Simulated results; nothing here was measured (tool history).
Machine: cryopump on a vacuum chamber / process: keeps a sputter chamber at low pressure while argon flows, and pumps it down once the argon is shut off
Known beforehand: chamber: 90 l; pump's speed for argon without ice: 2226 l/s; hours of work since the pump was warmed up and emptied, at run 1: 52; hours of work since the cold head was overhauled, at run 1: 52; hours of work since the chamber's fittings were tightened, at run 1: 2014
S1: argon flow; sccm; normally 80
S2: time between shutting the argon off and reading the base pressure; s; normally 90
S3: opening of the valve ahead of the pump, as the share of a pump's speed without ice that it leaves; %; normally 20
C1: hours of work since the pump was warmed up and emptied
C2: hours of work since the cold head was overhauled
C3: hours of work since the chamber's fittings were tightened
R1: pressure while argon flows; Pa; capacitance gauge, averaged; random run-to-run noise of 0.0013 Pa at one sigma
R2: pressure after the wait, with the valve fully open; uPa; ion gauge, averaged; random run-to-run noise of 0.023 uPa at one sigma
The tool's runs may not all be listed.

run 1 hour=0 | S1=80 S2=90 S3=20 | C1=52 C2=52 C3=2014 | R1=0.3042 R2=1.7
run 2 hour=15.7 | S1=80 S2=90 S3=20 | C1=59 C2=59 C3=2020 | R1=0.3055 R2=1.77
run 3 hour=24.9 | S1=80 S2=61 S3=20 | C1=63 C2=63 C3=2024 | R1=0.306 R2=1.97
run 4 hour=44.8 | S1=127 S2=90 S3=20 | C1=71 C2=71 C3=2032 | R1=0.4847 R2=1.73
run 5 hour=65.4 | S1=127 S2=90 S3=20 | C1=79 C2=79 C3=2040 | R1=0.4848 R2=1.74
run 6 hour=75.2 | S1=127 S2=90 S3=20 | C1=83 C2=83 C3=2044 | R1=0.4851 R2=1.83
run 7 hour=95.8 | S1=80 S2=90 S3=16 | C1=91 C2=91 C3=2053 | R1=0.38 R2=1.8
run 8 hour=105.3 | S1=103 S2=158 S3=25 | C1=95 C2=95 C3=2056 | R1=0.3181 R2=1.54
run 9 hour=117.7 | S1=63 S2=31 S3=20 | C1=100 C2=100 C3=2061 | R1=0.2407 R2=2.92
run 10 hour=134 | S1=63 S2=31 S3=20 | C1=107 C2=107 C3=2068 | R1=0.242 R2=2.89
run 11 hour=147.7 | S1=42 S2=254 S3=25 | C1=112 C2=112 C3=2074 | R1=0.13 R2=1.41

Each row is a separate what-if for the run after 11, all from the same tool condition, not one after another. Results?
run A hour=168.7 | S1=73 S2=90 S3=20 | C1=121 C2=121 C3=2082 | R1=? R2=?
run B hour=168.7 | S1=33 S2=136 S3=25 | C1=121 C2=121 C3=2082 | R1=? R2=?
run C hour=168.7 | S1=80 S2=83 S3=25 | C1=121 C2=121 C3=2082 | R1=? R2=?
run D hour=168.7 | S1=57 S2=254 S3=25 | C1=121 C2=121 C3=2082 | R1=? R2=?
run E hour=168.7 | S1=42 S2=31 S3=37 | C1=121 C2=121 C3=2082 | R1=? R2=?

run=A R1=0.2793 R2=1.82
run=B R1=0.1014 R2=1.6
run=C R1=0.2455 R2=1.88
run=D R1=0.1753 R2=1.41
run=E R1=0.0872 R2=2.87
Take away the tool's hidden state, keep each run's random variation, and the runs would have read:
run=A R1=0.2764 R2=0.73
run=B R1=0.1001 R2=0.54
run=C R1=0.2423 R2=0.79
run=D R1=0.173 R2=0.34
run=E R1=0.0856 R2=1.83
